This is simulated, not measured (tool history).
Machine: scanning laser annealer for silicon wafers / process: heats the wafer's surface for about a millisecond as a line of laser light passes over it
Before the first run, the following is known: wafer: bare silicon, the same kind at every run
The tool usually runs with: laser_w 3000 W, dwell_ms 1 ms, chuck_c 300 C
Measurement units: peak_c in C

run   hour  laser_w  dwell_ms  chuck_c  peak_c
  1      0     3000         1      300     989
  2   13.1     3000      1.03      300    1001
  3   32.9     3000      1.03      300     998
  4   49.8     3000      0.73      300     899
  5   66.8     3000         1      300     988
  6   88.2     3000         1      300     988
  7  112.7     3000         1      300     989
  8  124.4     3000         1      282     967
  9  140.2     3000         1      282     972
 10  163.4     3000         1      282     968
 11  174.8     3000         1      282     965
 12  194.5     3000         1      282     968
 13  209.9     3000      0.89      282     932
     214.8  -- laser's power meter calibrated
 14  226.7     3000      0.89      282     933
 15  240.7     3132       0.8      282     935
 16  262.1     3132      0.85      295     963
 17  275.2     3132      0.85      295     960
 18    294     3132      0.85      295     960
 19  313.3     2886      0.71      321     888
     321.6  -- laser's power meter calibrated, once more
 20  339.6     2886      1.02      321     979
 21  352.4     2881      0.84      292     897
       365  -- window over the wafer cleaned
 22  379.5     2779         1      300     949
 23  400.2     3000      0.85      274     932
 24  412.7     3182         1      304    1052

Alternative continuations, all from the tool just after run 24; predict every row:
     427.1  -- optics aligned, line set to its width
  A  435.7     2738      1.12      304       ?
     427.1  -- optics aligned, line set to its width
  B  435.7     3182      0.86      304       ?
     427.1  -- optics aligned, line set to its width
  C  435.7     3000         1      339       ?
     427.1  -- optics aligned, line set to its width
  D  435.7     3182      1.21      304       ?
     427.1  -- optics aligned, line set to its width
  E  435.7     3000      1.23      300       ?

run  peak_c
  A     987
  B    1019
  C    1054
  D    1126
  E    1080
Had the tool no hidden state, the same runs would have come out as:
run  peak_c
  A     988
  B    1020
  C    1055
  D    1128
  E    1081
